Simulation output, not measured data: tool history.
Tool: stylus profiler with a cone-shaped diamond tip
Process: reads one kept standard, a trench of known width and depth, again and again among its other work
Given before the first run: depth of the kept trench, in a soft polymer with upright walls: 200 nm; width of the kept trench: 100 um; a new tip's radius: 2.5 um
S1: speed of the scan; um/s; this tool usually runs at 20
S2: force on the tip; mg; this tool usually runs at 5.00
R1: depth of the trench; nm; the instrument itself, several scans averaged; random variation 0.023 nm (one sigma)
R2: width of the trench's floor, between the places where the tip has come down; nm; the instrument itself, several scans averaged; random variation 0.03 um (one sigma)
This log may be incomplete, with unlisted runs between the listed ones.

run,hour,S1,S2,R1,R2
1,0.0,20,5.00,203.00,97970
2,10.7,20,5.00,202.96,97960
3,29.3,20,5.00,202.97,97970
4,50.7,14,5.00,202.92,97960
5,73.7,14,5.00,202.95,97970
6,87.0,14,5.00,202.96,97980
7,101.4,12,5.00,202.98,97960
8,117.0,12,5.00,202.95,97990
9,133.0,20,1.99,201.64,97940
10,147.7,20,5.00,202.95,97950
11,166.0,11,4.28,202.66,97970
12,177.0,12,8.94,204.33,98020
13,193.6,17,5.98,203.32,97980
14,215.1,20,2.12,201.65,97860
15,231.9,20,2.12,201.67,97880

Estimate the outcome of run 16 from the log above:
16,256.8,66,2.00,?,?

Run 16 produced R1 201.63 nm, R2 97620 nm.
Minus the tool's unlogged condition, the same run would have read R1 201.63 nm, R2 97620 nm.
